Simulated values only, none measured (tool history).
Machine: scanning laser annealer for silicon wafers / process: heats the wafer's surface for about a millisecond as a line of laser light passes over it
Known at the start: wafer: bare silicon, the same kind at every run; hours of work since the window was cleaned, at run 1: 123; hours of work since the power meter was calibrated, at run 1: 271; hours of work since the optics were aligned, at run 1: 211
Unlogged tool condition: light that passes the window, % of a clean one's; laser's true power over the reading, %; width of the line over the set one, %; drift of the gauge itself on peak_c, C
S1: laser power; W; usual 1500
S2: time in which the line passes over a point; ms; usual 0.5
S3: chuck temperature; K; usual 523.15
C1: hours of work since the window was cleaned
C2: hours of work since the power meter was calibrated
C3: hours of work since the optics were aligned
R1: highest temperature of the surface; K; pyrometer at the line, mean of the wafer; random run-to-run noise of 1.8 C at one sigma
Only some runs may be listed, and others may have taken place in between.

| run | day | S1 | S2 | S3 | C1 | C2 | C3 | R1 |
|---|---|---|---|---|---|---|---|---|
| 1 | 0 | 1500 | 0.5 | 523.15 | 123 | 271 | 211 | 1285.15 |
| 2 | 0.512 | 1500 | 0.5 | 523.15 | 130 | 278 | 218 | 1285.15 |
| 3 | 1.054 | 1339 | 0.5 | 523.15 | 137 | 286 | 225 | 1187.15 |
| 4 | 2.067 | 1284 | 0.5 | 523.15 | 151 | 299 | 239 | 1144.15 |
| 5 | 3.217 | 1500 | 0.5 | 523.15 | 166 | 315 | 254 | 1278.15 |
| 6 | 4.033 | 1500 | 0.5 | 523.15 | 177 | 326 | 265 | 1277.15 |
| 7 | 4.658 | 1500 | 0.5 | 523.15 | 186 | 334 | 274 | 1274.15 |
| 8 | 5.388 | 1500 | 0.5 | 523.15 | 196 | 344 | 284 | 1274.15 |
| 9 | 6.067 | 1500 | 0.5 | 523.15 | 205 | 353 | 293 | 1271.15 |
| 10 | 7.108 | 1500 | 0.5 | 523.15 | 219 | 367 | 307 | 1273.15 |
| 11 | 7.758 | 1500 | 0.584 | 523.15 | 227 | 376 | 316 | 1336.15 |
| 12 | 8.529 | 1500 | 0.5 | 523.15 | 238 | 386 | 326 | 1268.15 |
| 13 | 9.15 | 1500 | 0.5 | 523.15 | 246 | 395 | 334 | 1267.15 |
| 14 | 10.308 | 1579 | 0.5 | 523.15 | 262 | 410 | 350 | 1312.15 |
| 15 | 11.233 | 1579 | 0.5 | 523.15 | 274 | 423 | 362 | 1310.15 |
| 16 | 12.325 | 1579 | 0.5 | 523.15 | 289 | 438 | 377 | 1311.15 |
| 17 | 13.562 | 1579 | 0.5 | 523.15 | 306 | 454 | 394 | 1305.15 |
| 18 | 14.092 | 1500 | 0.5 | 519.15 | 313 | 462 | 401 | 1256.15 |
|  | 15.067 | window over the wafer cleaned |
| 19 | 15.212 | 1422 | 0.5 | 523.15 | 2 | 475 | 415 | 1248.15 |
| 20 | 16.221 | 1459 | 0.5 | 523.15 | 16 | 489 | 429 | 1267.15 |
| 21 | 17.1 | 1500 | 0.368 | 523.15 | 27 | 501 | 440 | 1171.15 |
| 22 | 18.283 | 1633 | 0.368 | 488.15 | 43 | 517 | 456 | 1205.15 |
| 23 | 19.338 | 1633 | 0.368 | 488.15 | 58 | 531 | 471 | 1203.15 |
| 24 | 20.575 | 1500 | 0.541 | 525.15 | 74 | 548 | 487 | 1323.15 |
| 25 | 21.133 | 1521 | 0.377 | 523.15 | 82 | 555 | 495 | 1186.15 |
| 26 | 21.908 | 1321 | 0.385 | 523.15 | 92 | 566 | 505 | 1083.15 |
| 27 | 22.812 | 1550 | 0.548 | 541.15 | 105 | 578 | 517 | 1373.15 |
| 28 | 23.658 | 1478 | 0.373 | 535.15 | 116 | 589 | 529 | 1164.15 |
| 29 | 24.767 | 1371 | 0.398 | 525.15 | 131 | 604 | 544 | 1120.15 |
| 30 | 25.767 | 1371 | 0.398 | 525.15 | 144 | 618 | 557 | 1120.15 |
| 31 | 26.712 | 1360 | 0.352 | 497.15 | 157 | 631 | 570 | 1042.15 |
| 32 | 27.517 | 1382 | 0.352 | 497.15 | 168 | 641 | 581 | 1053.15 |
| 33 | 28.425 | 1500 | 0.414 | 492.15 | 180 | 654 | 593 | 1164.15 |
| 34 | 29.4 | 1500 | 0.414 | 492.15 | 193 | 667 | 606 | 1161.15 |
| 35 | 30.008 | 1512 | 0.386 | 517.15 | 202 | 675 | 615 | 1167.15 |
| 36 | 31 | 1289 | 0.534 | 520.15 | 215 | 688 | 628 | 1159.15 |
| 37 | 31.812 | 1448 | 0.498 | 518.15 | 226 | 699 | 639 | 1229.15 |
| 38 | 32.9 | 1318 | 0.438 | 523.15 | 241 | 714 | 654 | 1111.15 |
| 39 | 34.079 | 1462 | 0.392 | 547.15 | 257 | 730 | 669 | 1169.15 |
| 40 | 35.075 | 1336 | 0.425 | 551.15 | 270 | 743 | 683 | 1135.15 |
| 41 | 36.104 | 1500 | 0.59 | 507.15 | 284 | 757 | 697 | 1315.15 |
| 42 | 36.979 | 1522 | 0.382 | 521.15 | 296 | 769 | 709 | 1164.15 |

For each entry between runs, how does the tool's hidden state at the last listed run before it compare with that at the first listed run after it?
In the gap between runs 18 and 19: window over the wafer cleaned (day 15.067)
  light that passes the window, % of a clean one's: 95.77 -> 99.89; width of the line over the set one, %: 1.19 -> 1.22
  measured value less the no-hidden-state value, R1: -47 -> -7 K
